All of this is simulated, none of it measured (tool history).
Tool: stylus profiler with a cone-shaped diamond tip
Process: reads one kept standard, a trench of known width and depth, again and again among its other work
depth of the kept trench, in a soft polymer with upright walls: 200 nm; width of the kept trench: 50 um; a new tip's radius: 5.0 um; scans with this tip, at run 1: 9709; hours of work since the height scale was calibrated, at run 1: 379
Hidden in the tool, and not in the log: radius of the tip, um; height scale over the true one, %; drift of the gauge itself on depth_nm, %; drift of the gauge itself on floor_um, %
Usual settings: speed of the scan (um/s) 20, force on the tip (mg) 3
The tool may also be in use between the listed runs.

run   hour  speed of the scan (um/s)  force on the tip (mg)  scans with this tip  hours of work since the height scale was calibrated  depth of the trench (nm)  width of the trench's floor (µm)
  1      0                        20                      3                 9709                                                  379                    201.79                             46.63
  2   56.9                        20                      3                 9926                                                  411                    201.86                             46.57
  3   96.7                        20                   2.12                10078                                                  433                    201.47                             46.65
  4  164.3                        20                   2.12                10337                                                  470                    201.36                             46.63
  5  208.1                        20                   2.12                10504                                                  494                    201.57                             46.57
  6  245.4                        20                   2.12                10647                                                  515                     201.6                             46.63
  7  280.8                        20                   4.55                10782                                                  535                    202.46                             46.62
  8  318.6                         8                   4.55                10927                                                  555                    202.37                             46.68
  9  355.9                         8                   4.55                11069                                                  576                    202.51                             46.61
 10  402.2                        16                   1.09                11246                                                  602                    200.99                             46.57
 11  452.6                        50                   2.86                11438                                                  629                    201.85                             46.52
     457.3  -- height scale calibrated on a step standard
 12  532.4                         9                   2.99                11742                                                   41                    202.08                             46.65
 13  607.7                        17                    1.3                12029                                                   83                    201.31                              46.6
 14  654.3                        17                    1.3                12207                                                  109                    201.32                             46.54
 15  719.7                        20                   2.11                12457                                                  145                    201.74                             46.61
       725  -- height scale calibrated on a step standard, once more
 16  791.9                        61                   2.48                12731                                                   37                    201.59                             46.41
 17  854.2                        20                   2.42                12969                                                   71                    201.61                             46.49
 18    896                        40                   4.54                13129                                                   94                    202.33                             46.43

Forecast each of these 4 alternatives for the next run:
  A  949.5                        23                      3                13334                                                  124                         ?                                 ?
  B  949.5                        20                   1.99                13334                                                  124                         ?                                 ?
  C  949.5                        40                   2.52                13334                                                  124                         ?                                 ?
  D  949.5                        30                   5.34                13334                                                  124                         ?                                 ?

run  depth of the trench (nm)  width of the trench's floor (µm)
  A                    201.82                             46.53
  B                    201.32                             46.46
  C                    201.67                             46.41
  D                    202.56                             46.48
Without the tool's hidden state the same runs would have given:
run  depth of the trench (nm)  width of the trench's floor (µm)
  A                    201.72                             47.18
  B                    201.22                             47.11
  C                    201.57                             47.06
  D                    202.46                             47.13
